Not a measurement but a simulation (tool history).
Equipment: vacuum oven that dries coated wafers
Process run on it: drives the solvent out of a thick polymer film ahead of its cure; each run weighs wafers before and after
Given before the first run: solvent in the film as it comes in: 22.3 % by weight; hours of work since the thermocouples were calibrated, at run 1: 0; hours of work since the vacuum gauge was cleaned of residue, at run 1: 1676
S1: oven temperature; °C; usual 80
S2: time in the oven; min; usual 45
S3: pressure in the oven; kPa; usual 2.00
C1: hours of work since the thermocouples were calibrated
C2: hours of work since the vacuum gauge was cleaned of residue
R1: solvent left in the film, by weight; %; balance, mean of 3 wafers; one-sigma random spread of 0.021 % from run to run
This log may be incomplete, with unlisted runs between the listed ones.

run,hour,S1,S2,S3,C1,C2,R1
1,0.0,80,45,2.00,0,1676,3.25
2,59.3,80,45,2.00,33,1708,3.22
3,159.9,80,45,2.00,88,1763,3.17
4,258.3,80,28,2.00,142,1817,5.53
5,328.8,92,45,2.00,180,1856,1.01
6,385.4,80,26,2.00,211,1887,5.89
7,483.6,80,26,2.00,265,1941,5.85
8,567.0,80,45,2.00,311,1987,3.08
9,642.9,80,45,2.00,353,2028,3.05
10,745.1,80,45,2.00,409,2084,3.02
11,804.8,80,45,2.00,442,2117,3.01
12,868.7,80,45,2.00,477,2152,3.01
13,948.5,80,45,2.00,520,2196,2.93
14,1031.7,80,45,2.00,566,2242,2.95
15,1084.2,80,45,2.00,595,2270,2.99
16,1186.4,80,45,2.00,651,2327,2.94
# hour 1206.6: oven's thermocouples calibrated
17,1268.3,80,70,2.00,34,2370,1.74
18,1368.1,80,70,2.00,89,2425,1.76
19,1469.9,80,70,2.00,144,2481,1.76
# hour 1521.6: oven's thermocouples calibrated, once more
20,1545.1,80,70,2.00,13,2521,2.18
21,1593.4,80,70,2.00,39,2548,2.16
22,1664.8,66,70,2.00,79,2587,7.69
23,1754.2,66,70,2.00,128,2636,7.65
24,1818.2,80,36,2.00,163,2671,4.37
25,1925.5,80,61,2.16,222,2730,2.51
26,2008.2,66,50,2.00,267,2775,9.49
27,2113.1,92,30,2.53,325,2833,1.68
28,2206.1,92,30,2.53,376,2884,1.67
29,2273.6,85,45,1.82,413,2921,1.82
30,2342.0,85,45,1.82,450,2958,1.79
31,2386.4,66,80,1.33,475,2983,5.99
32,2482.3,79,80,2.47,527,3035,2.32
33,2539.6,65,45,6.34,559,3067,13.20
34,2602.1,65,45,6.34,593,3101,13.26
35,2692.8,65,45,6.34,643,3151,13.21
# hour 2726.8: oven's thermocouples calibrated
# hour 2759.7: vacuum gauge cleaned of residue and calibrated
36,2769.2,94,32,1.05,22,5,0.59
37,2856.2,94,32,1.05,70,53,0.56
38,2946.2,75,70,3.14,120,102,3.75
39,3021.6,83,76,2.00,161,144,1.22
40,3114.7,83,76,2.00,212,195,1.23
41,3223.3,73,45,2.00,272,254,5.78
42,3298.8,93,54,1.66,313,296,0.63
43,3371.9,75,30,1.73,353,336,6.94
44,3477.2,94,45,2.36,411,394,0.86
45,3581.1,86,23,1.18,468,451,3.15
46,3629.8,86,23,1.18,495,477,3.13
47,3709.4,80,48,1.25,538,521,2.04
48,3796.3,80,48,1.25,586,569,2.03

Here are 3 independent what-if runs from the current tool condition. What would each one return?
A,3900.6,68,56,1.88,643,626,?
B,3900.6,80,30,5.67,643,626,?
C,3900.6,88,48,1.25,643,626,?

run,R1
A,6.66
B,6.26
C,0.77
With the hidden condition removed and each run's random variation left untouched, the same runs would have given:
run,R1
A,7.32
B,6.88
C,0.82
